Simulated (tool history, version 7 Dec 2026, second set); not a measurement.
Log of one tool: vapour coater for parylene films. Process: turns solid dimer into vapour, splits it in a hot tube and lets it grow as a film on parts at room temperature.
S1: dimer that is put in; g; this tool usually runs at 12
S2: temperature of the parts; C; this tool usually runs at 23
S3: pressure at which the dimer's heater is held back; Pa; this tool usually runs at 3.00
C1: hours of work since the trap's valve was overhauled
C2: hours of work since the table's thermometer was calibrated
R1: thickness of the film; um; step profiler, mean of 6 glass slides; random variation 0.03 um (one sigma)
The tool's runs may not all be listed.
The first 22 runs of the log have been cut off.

| run | hour | S1 | S2 | S3 | C1 | C2 | R1 |
|---|---|---|---|---|---|---|---|
| 23 | 656.5 | 10 | 24 | 2.43 | 428 | 888 | 3.44 |
| 24 | 691.5 | 6 | 16 | 5.88 | 451 | 910 | 2.27 |
| 25 | 715.3 | 6 | 16 | 5.88 | 466 | 925 | 2.26 |
| 26 | 749.8 | 6 | 16 | 5.88 | 488 | 947 | 2.28 |
| 27 | 777.8 | 12 | 20 | 2.44 | 505 | 965 | 4.76 |
| 28 | 805.1 | 12 | 20 | 2.44 | 523 | 982 | 4.77 |
| 29 | 835.5 | 12 | 35 | 2.39 | 542 | 1001 | 2.74 |
| 30 | 854.8 | 10 | 18 | 10.39 | 554 | 1013 | 3.12 |
|  | 873.9 | trap's valve overhauled |
| 31 | 894.5 | 10 | 18 | 10.39 | 13 | 1036 | 3.15 |
| 32 | 917.8 | 10 | 28 | 4.35 | 28 | 1051 | 2.64 |

What if the next run were any one of these 5? Each begins from the tool's condition after run 32:
| A | 945.6 | 20 | 15 | 5.83 | 45 | 1068 | ? |
| B | 945.6 | 20 | 23 | 7.41 | 45 | 1068 | ? |
| C | 945.6 | 20 | 26 | 4.35 | 45 | 1068 | ? |
| D | 945.6 | 19 | 15 | 11.65 | 45 | 1068 | ? |
| E | 945.6 | 12 | 23 | 6.09 | 45 | 1068 | ? |

| run | R1 |
|---|---|
| A | 7.96 |
| B | 5.64 |
| C | 5.74 |
| D | 6.53 |
| E | 3.54 |
Stripped of hidden state, with their random variation kept, the same runs would have yielded:
| run | R1 |
|---|---|
| A | 7.97 |
| B | 5.65 |
| C | 5.75 |
| D | 6.54 |
| E | 3.55 |
